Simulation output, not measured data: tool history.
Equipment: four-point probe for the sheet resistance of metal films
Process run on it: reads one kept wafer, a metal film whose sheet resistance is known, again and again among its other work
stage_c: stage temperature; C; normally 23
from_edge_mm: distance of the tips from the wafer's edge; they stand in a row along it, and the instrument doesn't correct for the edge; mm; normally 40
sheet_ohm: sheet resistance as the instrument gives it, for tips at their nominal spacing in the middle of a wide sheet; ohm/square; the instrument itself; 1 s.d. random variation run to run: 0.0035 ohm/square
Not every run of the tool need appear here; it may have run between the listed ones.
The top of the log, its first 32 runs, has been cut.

| run | hour | stage_c | from_edge_mm | sheet_ohm |
|---|---|---|---|---|
| 33 | 627.1 | 20 | 13 | 17.374871 |
| 34 | 639.4 | 29 | 13 | 17.319206 |
| 35 | 665.5 | 33 | 23 | 17.280258 |
| 36 | 688.4 | 33 | 23 | 17.288786 |
| 37 | 711.6 | 33 | 23 | 17.277903 |
| 38 | 727.3 | 21 | 5 | 17.485845 |
| 39 | 744.6 | 21 | 5 | 17.484839 |
| 40 | 761.6 | 23 | 9 | 17.375607 |
| 41 | 775.6 | 27 | 3 | 17.714802 |
| 42 | 799.3 | 28 | 61 | 17.295966 |
| 43 | 819.8 | 34 | 60 | 17.270579 |
|  | 832.6 | stage's thermometer calibrated |
| 44 | 835.3 | 34 | 60 | 17.270727 |
| 45 | 855.3 | 34 | 60 | 17.266820 |

Below are 4 alternative next runs, each starting from the tool's condition after run 45. Predict each:
| A | 876.0 | 30 | 8 | ? |
| B | 876.0 | 34 | 9 | ? |
| C | 876.0 | 29 | 36 | ? |
| D | 876.0 | 24 | 11 | ? |

| run | sheet_ohm |
|---|---|
| A | 17.349749 |
| B | 17.314522 |
| C | 17.297730 |
| D | 17.351338 |
Had the tool no hidden state, the same runs would have come out as:
| run | sheet_ohm |
|---|---|
| A | 17.349125 |
| B | 17.313899 |
| C | 17.297107 |
| D | 17.350713 |

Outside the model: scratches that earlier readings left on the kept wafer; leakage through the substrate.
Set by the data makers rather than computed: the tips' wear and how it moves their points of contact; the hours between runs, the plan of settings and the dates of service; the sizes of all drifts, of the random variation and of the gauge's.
